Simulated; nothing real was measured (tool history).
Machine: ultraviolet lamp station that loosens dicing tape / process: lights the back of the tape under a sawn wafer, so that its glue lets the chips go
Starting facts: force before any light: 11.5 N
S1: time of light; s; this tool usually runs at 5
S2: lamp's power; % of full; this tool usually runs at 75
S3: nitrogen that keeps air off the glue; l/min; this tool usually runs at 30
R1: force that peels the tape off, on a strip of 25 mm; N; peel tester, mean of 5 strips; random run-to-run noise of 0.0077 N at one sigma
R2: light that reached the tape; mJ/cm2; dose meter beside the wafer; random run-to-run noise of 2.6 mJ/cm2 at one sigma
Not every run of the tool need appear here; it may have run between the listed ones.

run	day	S1	S2	S3	R1	R2
1	0.000	5	75	30	0.303	340
2	0.917	5	75	30	0.291	342
3	1.821	5	75	30	0.301	342
4	2.888	5	75	30	0.296	340
5	4.392	5	81	30	0.233	371
6	5.792	5	81	30	0.234	366
7	6.771	5	75	11	0.572	340
8	7.550	5	75	11	0.564	338
9	8.400	5	75	11	0.578	337
10	9.750	5	75	21	0.366	340
# day 10.717: window cleaned of glue's vapour
11	11.429	5	75	21	0.370	336
12	12.925	5	75	21	0.350	338
13	13.817	5	75	46	0.234	340
14	15.196	5	75	30	0.286	339
15	15.979	5	75	30	0.303	342
16	17.283	5	75	30	0.289	344
17	18.900	4	75	30	0.546	269
18	20.250	8	75	30	0.108	549
19	21.429	5	75	30	0.293	339
20	22.233	5	84	30	0.212	381
21	23.125	5	84	30	0.233	381
22	23.992	2	69	30	2.639	126
23	24.829	2	75	14	3.040	134
24	25.892	2	75	14	3.149	134
25	27.225	6	62	21	0.374	342
26	28.496	6	60	36	0.305	327
27	29.962	6	78	36	0.149	425
28	30.854	9	78	30	0.092	633
29	31.979	9	78	30	0.099	631
30	32.975	5	80	14	0.400	362
# day 33.942: window cleaned of glue's vapour
31	34.442	5	83	30	0.218	378
32	36.000	5	83	19	0.297	371
33	37.112	5	83	19	0.290	375
34	37.950	3	83	12	1.416	226
35	39.146	3	83	43	0.744	229
36	40.150	5	95	58	0.126	427
37	41.133	2	81	58	1.780	147
38	42.367	6	69	14	0.372	376
39	43.679	4	68	50	0.553	247
40	44.829	5	75	23	0.342	346
41	45.771	4	75	23	0.635	270
42	46.900	7	94	23	0.105	599

Consider 3 possible next runs. They are alternatives, not a sequence: every one starts from the tool as it was left by run 42. What does each give?
A	47.675	7	77	10	?	?
B	47.675	4	78	9	?	?
C	47.675	3	94	23	?	?

run	R1	R2
A	0.218	489
B	1.021	284
C	0.727	258
With the hidden condition removed and each run's random variation left untouched, the same runs would have given:
run	R1	R2
A	0.216	491
B	1.013	285
C	0.721	258

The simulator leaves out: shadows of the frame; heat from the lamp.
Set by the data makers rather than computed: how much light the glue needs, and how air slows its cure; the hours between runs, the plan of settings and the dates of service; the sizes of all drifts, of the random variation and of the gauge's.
